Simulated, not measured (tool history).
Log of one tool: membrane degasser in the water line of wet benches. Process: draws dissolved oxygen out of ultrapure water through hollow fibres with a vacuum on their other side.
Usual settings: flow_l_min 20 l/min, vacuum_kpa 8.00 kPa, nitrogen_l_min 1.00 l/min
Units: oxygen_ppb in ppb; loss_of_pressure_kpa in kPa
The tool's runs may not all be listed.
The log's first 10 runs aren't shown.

run    hour  flow_l_min  vacuum_kpa  nitrogen_l_min  oxygen_ppb  loss_of_pressure_kpa
 11   379.7          20        8.00            2.65       126.1                 36.54
 12   437.1          20        8.00            2.65       126.8                 36.23
 13   476.4          20        8.00            2.65       128.5                 36.26
 14   507.0          16        8.00            1.00       187.5                 29.06
 15   545.4          16        8.00            1.00       189.9                 28.84
 16   588.5          16        8.00            1.00       186.5                 28.83
 17   627.8          14        8.00            0.56       264.6                 25.17
 18   668.8          20       13.53            1.04       458.2                 36.35
 19   714.8          20       13.53            1.04       463.9                 36.33
 20   743.5          20       13.53            1.04       459.5                 35.72
 21   784.4          31       14.40            0.48      1283.2                 56.26
 22   830.9          25        4.85            1.46       152.5                 45.06
 23   885.1          13       11.16            0.42       498.2                 23.13
 24   911.9          13       17.16            2.78       161.1                 23.31
 25   947.0          23       18.00            2.15       420.6                 41.55
 26   996.8          14        6.30            1.00       110.6                 25.26
 27  1034.5          20       14.74            1.11       482.3                 35.89
 28  1086.0          24       14.74            1.11       591.7                 43.24
 29  1139.0          13       18.56            2.60       190.7                 23.12
 30  1168.1          13       18.56            2.60       190.8                 23.41

Forecast run 31:
 31  1218.7          13       18.56            2.60           ?                     ?

oxygen_ppb: 187.4 ppb
loss_of_pressure_kpa: 23.40 kPa
Without the tool's hidden state the same run would have given oxygen_ppb 187.3 ppb, loss_of_pressure_kpa 23.97 kPa.

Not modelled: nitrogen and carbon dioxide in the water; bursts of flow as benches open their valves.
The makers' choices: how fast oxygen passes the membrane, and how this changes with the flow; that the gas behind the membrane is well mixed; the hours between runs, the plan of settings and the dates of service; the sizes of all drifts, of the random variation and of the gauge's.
